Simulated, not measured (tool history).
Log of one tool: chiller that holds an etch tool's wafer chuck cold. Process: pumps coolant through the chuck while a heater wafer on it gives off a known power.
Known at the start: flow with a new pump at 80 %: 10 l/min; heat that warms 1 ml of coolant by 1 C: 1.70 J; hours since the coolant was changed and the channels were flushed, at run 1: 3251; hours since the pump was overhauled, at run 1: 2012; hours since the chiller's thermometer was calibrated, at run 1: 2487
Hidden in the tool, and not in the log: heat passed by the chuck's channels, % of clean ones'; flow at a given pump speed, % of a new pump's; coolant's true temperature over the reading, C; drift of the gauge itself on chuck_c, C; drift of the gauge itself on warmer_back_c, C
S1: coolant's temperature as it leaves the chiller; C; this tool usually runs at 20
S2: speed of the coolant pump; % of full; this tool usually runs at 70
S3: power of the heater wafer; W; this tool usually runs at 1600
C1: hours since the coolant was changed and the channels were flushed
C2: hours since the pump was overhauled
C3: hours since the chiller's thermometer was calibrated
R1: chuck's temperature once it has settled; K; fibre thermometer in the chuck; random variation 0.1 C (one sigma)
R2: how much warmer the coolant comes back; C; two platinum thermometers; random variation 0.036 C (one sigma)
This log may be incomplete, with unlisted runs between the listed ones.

Run 1, hour 0.0: usual settings; C1 3251; C2 2012; C3 2487. Result: R1 307.85 K, R2 6.69 C.
Run 2, hour 138.9: usual settings but S1 27 C; C1 3390; C2 2151; C3 2625. Result: R1 315.05 K, R2 6.66 C.
Run 3, hour 255.5: usual settings but S1 27 C; C1 3506; C2 2268; C3 2742. Result: R1 315.25 K, R2 6.73 C.
Run 4, hour 408.2: usual settings but S1 27 C; C1 3659; C2 2420; C3 2895. Result: R1 315.05 K, R2 6.68 C.
Run 5, hour 547.4: usual settings but S1 27 C; C1 3798; C2 2560; C3 3034. Result: R1 315.55 K, R2 6.73 C.
Run 6, hour 629.8: usual settings but S1 27 C; C1 3881; C2 2642; C3 3116. Result: R1 315.35 K, R2 6.78 C.
At hour 682.4: chiller's thermometer calibrated.
Run 7, hour 739.7: usual settings but S1 22 C; C1 3990; C2 2751; C3 57. Result: R1 310.85 K, R2 6.79 C.
Run 8, hour 874.6: usual settings but S2 87 % of full; C1 4124; C2 2886; C3 192. Result: R1 306.05 K, R2 5.46 C.
Run 9, hour 969.0: usual settings but S2 87 % of full; C1 4219; C2 2980; C3 287. Result: R1 306.25 K, R2 5.47 C.
Run 10, hour 1128.6: usual settings but S2 87 % of full; C1 4378; C2 3140; C3 446. Result: R1 306.15 K, R2 5.44 C.
Run 11, hour 1227.2: usual settings but S2 87 % of full; C1 4477; C2 3238; C3 545. Result: R1 306.35 K, R2 5.46 C.
Run 12, hour 1370.8: usual settings but S2 87 % of full; C1 4621; C2 3382; C3 688. Result: R1 306.35 K, R2 5.53 C.
Run 13, hour 1539.3: usual settings but S2 87 % of full, S3 2182 W; C1 4789; C2 3551; C3 857. Result: R1 311.25 K, R2 7.50 C.
Run 14, hour 1661.9: usual settings but S2 87 % of full, S3 2182 W; C1 4912; C2 3673; C3 979. Result: R1 311.55 K, R2 7.51 C.
Run 15, hour 1737.4: usual settings but S2 87 % of full, S3 2182 W; C1 4987; C2 3749; C3 1055. Result: R1 311.45 K, R2 7.57 C.
Run 16, hour 1852.2: usual settings but S3 1089 W; C1 5102; C2 3863; C3 1170. Result: R1 304.15 K, R2 4.63 C.
Run 17, hour 2029.4: usual settings but S3 1089 W; C1 5279; C2 4041; C3 1347. Result: R1 304.35 K, R2 4.74 C.
Run 18, hour 2147.8: usual settings but S2 87 % of full, S3 1089 W; C1 5398; C2 4159; C3 1465. Result: R1 302.55 K, R2 3.79 C.
At hour 2328.4: coolant changed, channels flushed.
Run 19, hour 2328.4: usual settings but S1 14 C, S2 80 % of full, S3 2360 W; C1 0; C2 4334; C3 1640. Result: R1 305.75 K, R2 8.96 C.
Run 20, hour 2418.6: usual settings but S1 23 C, S2 62 % of full, S3 1683 W; C1 90; C2 4424; C3 1730. Result: R1 312.75 K, R2 8.25 C.
Run 21, hour 2506.9: usual settings but S1 22 C, S3 2107 W; C1 178; C2 4512; C3 1818. Result: R1 314.15 K, R2 9.08 C.
Run 22, hour 2584.4: usual settings but S1 22 C, S2 95 % of full, S3 813 W; C1 256; C2 4590; C3 1896. Result: R1 300.65 K, R2 2.65 C.
Run 23, hour 2710.2: usual settings but S1 27 C, S2 90 % of full, S3 827 W; C1 382; C2 4715; C3 2022. Result: R1 306.15 K, R2 2.84 C.
Run 24, hour 2802.5: usual settings but S1 27 C, S2 90 % of full, S3 827 W; C1 474; C2 4808; C3 2114. Result: R1 306.05 K, R2 2.82 C.
Run 25, hour 2879.5: usual settings but S1 27 C, S2 90 % of full, S3 827 W; C1 551; C2 4885; C3 2191. Result: R1 306.05 K, R2 2.80 C.
Run 26, hour 2980.5: usual settings but S1 11 C, S2 77 % of full, S3 806 W; C1 652; C2 4986; C3 2292. Result: R1 290.95 K, R2 3.17 C.
Run 27, hour 3057.0: usual settings but S1 13 C, S2 67 % of full, S3 1153 W; C1 729; C2 5062; C3 2369. Result: R1 297.15 K, R2 5.28 C.
Run 28, hour 3216.5: usual settings but S1 21 C, S2 66 % of full, S3 2198 W; C1 888; C2 5222; C3 2528. Result: R1 315.45 K, R2 10.29 C.
Run 29, hour 3370.0: usual settings but S1 21 C, S2 66 % of full, S3 2198 W; C1 1042; C2 5375; C3 2682. Result: R1 315.75 K, R2 10.26 C.
Run 30, hour 3515.1: usual settings but S1 11 C, S2 73 % of full, S3 1075 W; C1 1187; C2 5520; C3 2827. Result: R1 293.95 K, R2 4.59 C.

Hidden state or all else? Some run-to-run changes of R1, split into what the settings, what came in and random variation would give without the hidden state, and what is left for the hidden state (with any gauge scatter that isn't in both results):
Run 12 -> 13: S3 1600 -> 2182. R1 +4.90 K: hidden state +1.00, all else +3.90.
Run 15 -> 16: S2 87 -> 70, S3 2182 -> 1089. R1 -7.30 K: hidden state -1.20, all else -6.10.
Run 25 -> 26: S1 27 -> 11, S2 90 -> 77, S3 827 -> 806. R1 -15.10 K: hidden state +0.10, all else -15.20.
Run 27 -> 28: S1 13 -> 21, S2 67 -> 66, S3 1153 -> 2198. R1 +18.30 K: hidden state +1.00, all else +17.30.
Run 29 -> 30: S1 21 -> 11, S2 66 -> 73, S3 2198 -> 1075. R1 -21.80 K: hidden state -1.30, all else -20.50.
